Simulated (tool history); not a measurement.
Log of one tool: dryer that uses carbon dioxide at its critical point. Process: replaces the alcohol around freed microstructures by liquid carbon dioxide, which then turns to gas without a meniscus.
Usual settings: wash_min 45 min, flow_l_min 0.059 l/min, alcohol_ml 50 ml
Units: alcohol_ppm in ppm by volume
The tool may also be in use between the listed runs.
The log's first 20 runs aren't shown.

run,day,wash_min,flow_l_min,alcohol_ml,alcohol_ppm
21,7.871,45,0.0376,50,5088
22,8.346,61,0.0436,32,608
23,8.646,34,0.0481,25,2767
24,9.079,34,0.0481,25,2744
25,9.496,34,0.0481,25,2774
26,9.762,34,0.0481,25,2752
27,10.112,34,0.0481,35,3889
28,10.525,29,0.059,27,2518
29,10.758,62,0.059,27,98
30,11.233,31,0.059,27,2038
31,11.55,32,0.0479,105,14235
32,12.062,32,0.0479,105,14102
33,12.521,42,0.0706,23,232
34,12.733,45,0.054,50,1351
35,13.025,47,0.0424,43,2658
36,13.346,45,0.059,24,434
37,13.667,40,0.0836,74,338
38,14.008,40,0.0836,74,340
39,14.325,40,0.0836,74,350
40,14.767,52,0.0984,28,25

4 ways to go on from here, each from the tool as it stands after run 40. What would each give?
A,15.142,45,0.042,111,?
B,15.142,60,0.0984,47,?
C,15.142,37,0.0501,50,?
D,15.142,45,0.0742,50,?

run,alcohol_ppm
A,8550
B,14
C,3899
D,257
Without the tool's hidden state the same runs would have given:
run,alcohol_ppm
A,7849
B,0
C,3574
D,209
